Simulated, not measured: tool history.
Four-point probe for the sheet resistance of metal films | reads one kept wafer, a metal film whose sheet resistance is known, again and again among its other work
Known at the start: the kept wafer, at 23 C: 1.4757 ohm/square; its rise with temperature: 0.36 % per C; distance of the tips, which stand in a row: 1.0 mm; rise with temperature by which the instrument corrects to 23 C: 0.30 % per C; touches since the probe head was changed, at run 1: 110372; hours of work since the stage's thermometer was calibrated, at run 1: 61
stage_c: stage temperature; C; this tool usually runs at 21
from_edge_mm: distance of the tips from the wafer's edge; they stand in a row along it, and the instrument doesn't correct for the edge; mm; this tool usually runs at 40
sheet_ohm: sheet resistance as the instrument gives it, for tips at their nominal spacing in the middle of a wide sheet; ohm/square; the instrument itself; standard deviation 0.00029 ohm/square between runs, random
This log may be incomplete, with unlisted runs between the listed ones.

run	day	stage_c	from_edge_mm	touches since the probe head was changed	hours of work since the stage's thermometer was calibrated	sheet_ohm
1	0	21	40	110372	61	1.455035
2	2.504	21	40	111957	92	1.455194
3	6.054	21	40	114204	138	1.454228
4	8.758	21	40	115916	172	1.454811
5	13.704	21	40	119048	235	1.454828
6	19.042	21	40	122426	303	1.454165
7	21.929	21	40	124253	340	1.454239
8	24.371	33	74	125799	371	1.465468
9	26.629	19	5	127229	399	1.48221
10	30.096	20	20	129424	443	1.453941
11	34.017	20	66	131904	493	1.451931
12	38.504	20	66	134747	550	1.452289
13	40.725	26	4	136151	579	1.505163

For some of the steps in sheet_ohm from one run to the next: how much would appear even if the tool had no hidden state, given the settings, what came in and random variation, and how much remains for the hidden state plus any gauge scatter that the measured result and the result without hidden state don't share?
Hidden state present: inner tips' distance over the nominal, %; tips' flats over new ones', %; wafer's true temperature over the reading, C; drift of the gauge itself on sheet_ohm, %.
Run 12 -> 13: stage_c 20 -> 26, from_edge_mm 66 -> 4. sheet_ohm +0.052874 ohm/square: hidden state -0.000833, all else +0.053707.

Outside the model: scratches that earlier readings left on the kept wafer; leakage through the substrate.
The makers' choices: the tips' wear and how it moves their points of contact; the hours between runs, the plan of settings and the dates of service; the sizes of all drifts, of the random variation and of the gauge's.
